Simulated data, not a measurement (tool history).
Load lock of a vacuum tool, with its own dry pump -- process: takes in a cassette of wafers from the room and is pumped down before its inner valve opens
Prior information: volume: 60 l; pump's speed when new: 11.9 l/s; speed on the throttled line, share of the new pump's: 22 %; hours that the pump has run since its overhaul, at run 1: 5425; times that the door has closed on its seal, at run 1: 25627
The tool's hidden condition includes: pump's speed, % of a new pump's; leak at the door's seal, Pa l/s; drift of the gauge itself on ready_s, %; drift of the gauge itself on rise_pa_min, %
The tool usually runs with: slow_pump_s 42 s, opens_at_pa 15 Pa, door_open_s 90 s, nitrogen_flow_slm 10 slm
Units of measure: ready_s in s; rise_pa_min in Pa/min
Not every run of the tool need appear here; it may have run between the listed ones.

run,hour,slow_pump_s,opens_at_pa,door_open_s,nitrogen_flow_slm,hours that the pump has run since its overhaul,times that the door has closed on its seal,"incoming humidity of the room's air, %",ready_s,rise_pa_min
1,0,42,15,90,10,5425,25627,44.9,79.5,0.173
2,169.6,42,15,90,10,5594,25941,47.5,79.9,0.178
3,348.7,42,15,90,10,5774,26274,44.3,78.8,0.177
4,595.1,42,15,90,10,6020,26731,44.2,79.7,0.174
5,732.1,42,15,90,10,6157,26985,42.7,79.4,0.184
6,907.6,42,15,90,15,6332,27310,46.7,79.2,0.183
7,1140.4,42,15,90,15,6565,27742,44.8,79.6,0.189
8,1275.7,42,15,66,10,6701,27993,44.1,79.7,0.185
9,1446.2,41,15,27,10,6871,28309,47.6,79.2,0.18
10,1622.3,47,18,70,10,7047,28636,43.3,82.7,0.191
11,1783,47,18,70,10,7208,28934,44.2,82.7,0.188
12,2035.8,47,18,70,10,7461,29403,42.6,83.4,0.195

Table of differences, measured result less the result of that run with no hidden state. Run-to-run variation is the same in both. Gauge scatter possibly is not:
run,ready_s,rise_pa_min
1,+1.9,+0.129
2,+2,+0.129
3,+2,+0.132
4,+2.1,+0.133
5,+2.1,+0.139
6,+2.2,+0.139
7,+2.3,+0.142
8,+2.3,+0.144
9,+2.4,+0.148
10,+2.3,+0.149
11,+2.3,+0.151
12,+2.5,+0.155
